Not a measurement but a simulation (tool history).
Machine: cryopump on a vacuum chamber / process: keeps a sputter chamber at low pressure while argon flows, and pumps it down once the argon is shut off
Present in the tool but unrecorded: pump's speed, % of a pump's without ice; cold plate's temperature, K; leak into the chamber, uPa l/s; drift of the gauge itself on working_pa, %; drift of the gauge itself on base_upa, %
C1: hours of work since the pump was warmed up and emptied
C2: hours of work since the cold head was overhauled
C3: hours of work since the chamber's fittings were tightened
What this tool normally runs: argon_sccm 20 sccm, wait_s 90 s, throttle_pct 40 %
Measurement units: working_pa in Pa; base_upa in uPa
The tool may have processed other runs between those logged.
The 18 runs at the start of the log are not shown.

run 19 day=33.492 | argon_sccm=20 wait_s=90 throttle_pct=44 | C1=398 C2=1595 C3=2327 | working_pa=0.0643 base_upa=2.06
run 20 day=34.658 | argon_sccm=8 wait_s=24 throttle_pct=40 | C1=418 C2=1615 C3=2347 | working_pa=0.0282 base_upa=3.14
run 21 day=37.117 | argon_sccm=8 wait_s=24 throttle_pct=40 | C1=459 C2=1657 C3=2388 | working_pa=0.0286 base_upa=3.22
run 22 day=38.879 | argon_sccm=32 wait_s=67 throttle_pct=25 | C1=489 C2=1686 C3=2418 | working_pa=0.1788 base_upa=2.24
run 23 day=40.450 | argon_sccm=32 wait_s=281 throttle_pct=50 | C1=515 C2=1713 C3=2444 | working_pa=0.0944 base_upa=1.89
run 24 day=42.838 | argon_sccm=16 wait_s=281 throttle_pct=57 | C1=556 C2=1753 C3=2485 | working_pa=0.0411 base_upa=1.96
run 25 day=43.888 | argon_sccm=14 wait_s=218 throttle_pct=40 | C1=573 C2=1771 C3=2502 | working_pa=0.0516 base_upa=1.99
-- day=44.996 pump warmed up, emptied and cooled again
run 26 day=45.892 | argon_sccm=32 wait_s=31 throttle_pct=26 | C1=15 C2=1801 C3=2533 | working_pa=0.1674 base_upa=2.77
run 27 day=47.146 | argon_sccm=27 wait_s=36 throttle_pct=53 | C1=36 C2=1822 C3=2554 | working_pa=0.0707 base_upa=2.83
run 28 day=48.438 | argon_sccm=17 wait_s=90 throttle_pct=45 | C1=58 C2=1844 C3=2576 | working_pa=0.0516 base_upa=2.11
run 29 day=50.029 | argon_sccm=17 wait_s=90 throttle_pct=45 | C1=85 C2=1871 C3=2602 | working_pa=0.0510 base_upa=2.07
run 30 day=51.496 | argon_sccm=8 wait_s=90 throttle_pct=48 | C1=110 C2=1896 C3=2627 | working_pa=0.0227 base_upa=2.16
run 31 day=52.592 | argon_sccm=8 wait_s=40 throttle_pct=52 | C1=128 C2=1914 C3=2646 | working_pa=0.0208 base_upa=2.68
run 32 day=54.112 | argon_sccm=12 wait_s=90 throttle_pct=55 | C1=154 C2=1940 C3=2671 | working_pa=0.0308 base_upa=2.16
run 33 day=56.604 | argon_sccm=23 wait_s=95 throttle_pct=55 | C1=196 C2=1982 C3=2713 | working_pa=0.0594 base_upa=2.21

Alternative continuations, all from the tool just after run 33; predict every row:
run A day=58.700 | argon_sccm=31 wait_s=38 throttle_pct=55 | C1=231 C2=2017 C3=2749 | working_pa=? base_upa=?
run B day=58.700 | argon_sccm=9 wait_s=82 throttle_pct=21 | C1=231 C2=2017 C3=2749 | working_pa=? base_upa=?
run C day=58.700 | argon_sccm=38 wait_s=72 throttle_pct=25 | C1=231 C2=2017 C3=2749 | working_pa=? base_upa=?
run D day=58.700 | argon_sccm=29 wait_s=57 throttle_pct=28 | C1=231 C2=2017 C3=2749 | working_pa=? base_upa=?

run=A working_pa=0.0792 base_upa=2.76
run=B working_pa=0.0589 base_upa=2.26
run=C working_pa=0.2074 base_upa=2.42
run=D working_pa=0.1433 base_upa=2.53
With no hidden state in the tool, these same runs would have given:
run=A working_pa=0.0756 base_upa=1.18
run=B working_pa=0.0579 base_upa=0.68
run=C working_pa=0.2031 base_upa=0.78
run=D working_pa=0.1399 base_upa=0.91
